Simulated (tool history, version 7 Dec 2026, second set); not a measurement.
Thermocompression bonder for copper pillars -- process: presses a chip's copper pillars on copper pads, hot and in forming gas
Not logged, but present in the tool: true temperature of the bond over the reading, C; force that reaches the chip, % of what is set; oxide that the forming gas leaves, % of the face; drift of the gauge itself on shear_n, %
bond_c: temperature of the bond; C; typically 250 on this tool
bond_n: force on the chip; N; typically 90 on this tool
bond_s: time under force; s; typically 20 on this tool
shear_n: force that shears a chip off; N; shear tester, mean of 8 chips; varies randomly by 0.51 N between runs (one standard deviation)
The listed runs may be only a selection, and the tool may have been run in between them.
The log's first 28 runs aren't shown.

run,hour,bond_c,bond_n,bond_s,hours of work since the heater was calibrated,hours of work since the force cell was calibrated,hours of work since the gas filter was changed,shear_n
29,716.7,245,93,20,789,34,12,76.9
# hour 738.6: force cell calibrated, once more
30,738.6,245,93,20,798,0,21,80.9
31,772.1,250,119,20,811,14,34,93.6
32,788.6,250,81,10,818,20,41,63.4
33,822.3,221,90,31,832,34,55,66.6
34,848.5,267,76,20,843,45,66,86.9
35,866.0,222,62,39,850,52,73,54.1
36,900.6,234,121,15,864,66,87,78.2
37,932.6,229,74,33,877,79,100,64.8
38,968.2,229,74,58,891,94,114,76.2
39,996.9,233,59,12,903,106,126,40.0

Consider 4 possible next runs. They are alternatives, not a sequence: every one starts from the tool as it was left by run 39. What does each give?
A,1018.8,266,59,28,912,115,135,?
B,1018.8,250,107,41,912,115,135,?
C,1018.8,253,119,24,912,115,135,?
D,1018.8,238,103,24,912,115,135,?

run,shear_n
A,79.3
B,97.9
C,96.1
D,81.8
Had the tool no hidden state, the same runs would have come out as:
run,shear_n
A,73.4
B,95.2
C,92.9
D,75.1
